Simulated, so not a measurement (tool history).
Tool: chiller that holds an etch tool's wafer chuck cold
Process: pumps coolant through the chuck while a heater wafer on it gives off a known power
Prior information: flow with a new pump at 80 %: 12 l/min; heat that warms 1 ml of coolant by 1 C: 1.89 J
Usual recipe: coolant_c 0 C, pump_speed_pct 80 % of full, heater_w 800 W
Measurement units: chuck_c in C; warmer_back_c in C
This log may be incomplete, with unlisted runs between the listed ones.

run,hour,coolant_c,pump_speed_pct,heater_w,chuck_c,warmer_back_c
1,0.0,0,80,800,6.02,2.39
2,108.3,0,80,800,6.12,2.36
3,276.4,0,80,800,6.03,2.41
4,455.5,0,80,800,6.15,2.44
5,551.7,0,80,800,6.17,2.43
6,695.0,0,80,800,6.42,2.47
7,872.1,0,69,800,7.21,2.86
8,1028.6,0,69,800,7.19,2.85
9,1231.4,0,69,800,7.32,2.88
10,1411.4,0,69,800,6.80,2.88
11,1544.6,0,69,800,6.79,2.88
12,1653.4,0,77,800,6.30,2.58
13,1775.9,0,77,800,6.35,2.60
14,1984.7,10,77,800,16.45,2.58
15,2073.6,0,80,1150,8.98,3.55
16,2201.1,0,80,800,6.24,2.52
17,2353.0,0,80,800,6.25,2.50
18,2470.1,-7,70,800,0.07,2.89
19,2636.8,3,80,973,10.72,3.06
20,2803.3,3,80,973,10.78,3.09
21,2976.3,0,80,627,5.09,1.99
22,3176.2,0,84,753,4.70,1.90
23,3266.4,8,67,753,13.74,2.38
24,3426.7,1,80,454,3.90,1.21
25,3539.3,0,81,453,3.05,1.20
26,3646.6,-7,94,439,-4.46,1.02
27,3776.7,-7,94,439,-4.37,1.01
28,3910.6,-7,94,1053,-0.89,2.36
29,4007.4,8,99,800,12.56,1.73
30,4129.8,3,92,580,6.49,1.33
31,4293.6,7,65,614,11.90,2.09
32,4400.7,7,76,1152,15.10,3.32
33,4495.5,-3,80,800,2.50,2.19

Not shown here: 4 entries made in the log between runs. Locate each between two listed runs and compare the hidden state at the listed run before it with the hidden state at the listed run after it:
In the gap between runs 5 and 6: chiller's thermometer calibrated (hour 563.6)
  heat passed by the chuck's channels, % of clean ones': 93.5 -> 93.3; flow at a given pump speed, % of a new pump's: 87 -> 86.7; coolant's true temperature over the reading, C: 0.26 -> 0.41
  measured result minus the result with no hidden state, chuck_c: +1.13 -> +1.30 C; warmer_back_c: +0.32 -> +0.32 C
In the gap between runs 9 and 10: chiller's thermometer calibrated, once more (hour 1328.2)
  heat passed by the chuck's channels, % of clean ones': 92.5 -> 92.2; flow at a given pump speed, % of a new pump's: 85.9 -> 85.6; coolant's true temperature over the reading, C: 0.44 -> -0.02
  measured result minus the result with no hidden state, chuck_c: +1.54 -> +1.12 C; warmer_back_c: +0.40 -> +0.42 C
In the gap between runs 21 and 22: coolant pump overhauled (hour 3050.8); coolant changed, channels flushed (hour 3105.4)
  heat passed by the chuck's channels, % of clean ones': 89.7 -> 99.4; flow at a given pump speed, % of a new pump's: 83 -> 99.8
  measured result minus the result with no hidden state, chuck_c: +1.06 -> +0.10 C; warmer_back_c: +0.34 -> +0.01 C
